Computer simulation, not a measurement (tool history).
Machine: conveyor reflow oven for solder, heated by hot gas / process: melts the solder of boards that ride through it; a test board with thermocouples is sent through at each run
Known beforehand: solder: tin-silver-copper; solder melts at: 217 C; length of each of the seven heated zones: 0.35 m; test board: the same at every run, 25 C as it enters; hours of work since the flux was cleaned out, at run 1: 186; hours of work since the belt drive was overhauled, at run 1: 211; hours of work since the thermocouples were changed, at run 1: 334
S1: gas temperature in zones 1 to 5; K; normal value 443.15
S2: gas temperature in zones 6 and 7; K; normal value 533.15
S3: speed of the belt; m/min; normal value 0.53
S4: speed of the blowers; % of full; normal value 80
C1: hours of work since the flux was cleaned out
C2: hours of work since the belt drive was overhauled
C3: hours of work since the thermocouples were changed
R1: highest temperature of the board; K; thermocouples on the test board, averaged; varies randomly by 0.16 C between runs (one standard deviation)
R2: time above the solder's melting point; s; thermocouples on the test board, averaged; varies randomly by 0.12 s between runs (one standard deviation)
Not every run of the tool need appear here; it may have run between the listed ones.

run   hour      S1      S2     S3  S4   C1   C2   C3      R1    R2
  1      0  443.15  533.15   0.53  80  186  211  334  517.85  52.3
  2   12.8  443.15  533.15   0.53  80  196  221  344  517.85    52
  3   25.2  443.15  533.15   0.53  80  206  231  353  517.75    52
      35.2  -- flux residue cleaned out of gas plates and filters
  4   41.2  443.15  533.15   0.53  80    5  239  362  519.55  54.2
  5   51.4  443.15  534.15   0.53  80   12  247  370  520.35  55.2
  6   65.9  443.15  533.15  0.496  80   24  258  381  521.25  60.3
  7   78.7  443.15  533.15  0.496  80   34  268  391  521.15  60.2
  8   85.8  443.15  533.15   0.53  54   39  274  396  514.75  48.1
  9   98.1  443.15  533.15  0.435  80   49  283  406  524.05    73
 10  109.8  443.15  533.15   0.53  80   58  292  415  519.15    54
 11  122.9  443.15  533.15   0.53  80   68  302  425  518.85  53.7
 12  132.8  443.15  533.15  0.575  80   75  310  433  516.45  46.2
 13  146.3  443.15  533.15  0.575  80   86  320  443  516.35  46.3
 14  155.8  443.15  533.15  0.557  80   93  328  450  517.55  49.1
 15    170  443.15  533.15  0.617  80  104  339  461  513.95    40
 16  182.4  443.15  533.15  0.617  80  114  348  471  513.65  39.7
 17    193  448.15  533.15   0.53  80  122  356  479  519.05  55.9
 18    205  454.15  533.15  0.512  81  131  366  488  521.15  62.4
 19  212.4  454.15  533.15  0.512  81  137  371  494  520.75  62.4
 20  227.2  454.15  533.15  0.512  81  148  383  505  521.05  62.4
 21  234.8  454.15  523.15  0.512  57  154  389  511  509.25  48.4
 22  244.1  429.15  541.15  0.506  78  161  396  519  524.25  55.9
 23  257.4  448.15  522.15   0.53  80  172  406  529  509.15  45.2
 24  264.9  442.15  525.15  0.552  78  177  412  535  509.05  40.4
 25  279.1  442.15  525.15  0.552  78  188  423  546  508.85  40.2

Below, some changes in R1 between adjacent runs. For each, the amount present without the hidden state too (settings, incoming material, random variation) and the amount remaining for the hidden state with gauge scatter not shared by both compared results:
The hidden state here: heat that the gas passes to the board, % of a clean oven's; belt's true speed, % of the reading; true gas temperature in zones 6 and 7 over the reading, C; drift of the gauge itself on peak_c, C; drift of the gauge itself on liquid_s, %.
Run 3 -> 4: flux residue cleaned out of gas plates and filters. R1 +1.8 K: hidden state +1.9, all else -0.1.
Run 21 -> 22: S1 454.15 -> 429.15, S2 523.15 -> 541.15, S3 0.512 -> 0.506, S4 57 -> 78. R1 +15 K: hidden state -0.7, all else +15.7.
Run 22 -> 23: S1 429.15 -> 448.15, S2 541.15 -> 522.15, S3 0.506 -> 0.53, S4 78 -> 80. R1 -15.1 K: hidden state +0.3, all else -15.4.
